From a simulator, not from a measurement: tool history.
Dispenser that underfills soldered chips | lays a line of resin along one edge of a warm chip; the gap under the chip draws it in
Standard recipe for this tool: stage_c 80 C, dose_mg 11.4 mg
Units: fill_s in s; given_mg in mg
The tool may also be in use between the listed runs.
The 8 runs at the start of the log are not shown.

run    day  stage_c  dose_mg  fill_s  given_mg
     3.138  -- new syringe of resin
  9  3.333       70     11.4    77.3     11.23
     3.788  -- new syringe of resin
     3.925  -- dispensing valve cleaned and set on the balance
 10  3.946       70     11.4    68.4      11.4
     4.467  -- new syringe of resin
 11  4.467       70     11.4    59.2     11.38
     5.096  -- new syringe of resin
 12    5.1       70       10    61.8      9.94
     5.708  -- new syringe of resin
 13  5.712       70       10    63.1      9.93
 14  6.042       70       10    97.3       9.9
     6.333  -- new syringe of resin
 15   6.65       92     11.4    43.5     11.24
     6.975  -- new syringe of resin
 16  7.038       93     11.4    30.5     11.23
     7.242  -- dispensing valve cleaned and set on the balance
 17  7.392       93     11.4    47.1     11.41
     7.662  -- new syringe of resin
 18    7.9       80     11.4    58.7     11.36
 19  8.221       80     11.4    90.8     11.37
     8.312  -- new syringe of resin
 20  8.858       80     11.4    86.8     11.32
      8.95  -- new syringe of resin
 21  9.329       80     11.4    69.6     11.29

Predict the results of run 22:
     9.558  -- new syringe of resin
 22  9.9       67     11.4       ?         ?

{"run 22": {"fill_s": 102.9, "given_mg": 11.29}}
If the tool had no hidden condition, the same run with the same run-to-run variation would have returned fill_s 61.4 s, given_mg 11.43 mg.
